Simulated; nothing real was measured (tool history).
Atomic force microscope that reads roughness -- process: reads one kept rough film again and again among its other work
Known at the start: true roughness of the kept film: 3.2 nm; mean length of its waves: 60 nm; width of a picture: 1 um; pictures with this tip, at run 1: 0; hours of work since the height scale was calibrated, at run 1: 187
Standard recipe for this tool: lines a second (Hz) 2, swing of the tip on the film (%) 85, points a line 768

run,hour,lines a second (Hz),swing of the tip on the film (%),points a line,pictures with this tip,hours of work since the height scale was calibrated,roughness of the kept film (nm (root mean square))
1,0,2,85,768,0,187,2.871
2,27.7,2,85,768,22,198,2.845
3,48,2,85,384,37,206,2.837
4,81.6,2,71,384,63,220,2.963
5,101.8,2,85,768,78,228,2.817
6,134.4,2,85,768,103,241,2.778
7,161.8,2,85,768,124,252,2.782
8,189.9,2,85,768,146,263,2.783
9,224.7,2,76,768,172,277,2.867
10,254.7,2,76,768,195,289,2.856
11,275.9,3.82,89,768,211,298,2.522
# hour 279.6: height scale calibrated on a step standard
12,296,2.02,69,768,226,7,2.885
13,328.1,2.02,69,768,251,19,2.868
14,344.8,2.23,89,455,263,26,2.681
# hour 364.7: height scale calibrated on a step standard, once more
15,380.1,0.91,73,635,290,6,2.93
16,403.4,0.91,73,635,307,15,2.892
17,435.4,0.59,88,768,332,28,2.889
18,454.2,0.59,87,768,346,36,2.884

Had the tool no unlogged condition, and each run kept its random variation, what would the results have been?
The tool's hidden condition here consists of: radius of the tip, nm; height scale over the true one, %; drift of the gauge itself on roughness_nm, %.
run,roughness of the kept film (nm (root mean square))
1,2.878
2,2.862
3,2.862
4,3.001
5,2.861
6,2.833
7,2.847
8,2.858
9,2.955
10,2.956
11,2.617
12,3.004
13,3
14,2.81
15,3.064
16,3.033
17,3.042
18,3.044

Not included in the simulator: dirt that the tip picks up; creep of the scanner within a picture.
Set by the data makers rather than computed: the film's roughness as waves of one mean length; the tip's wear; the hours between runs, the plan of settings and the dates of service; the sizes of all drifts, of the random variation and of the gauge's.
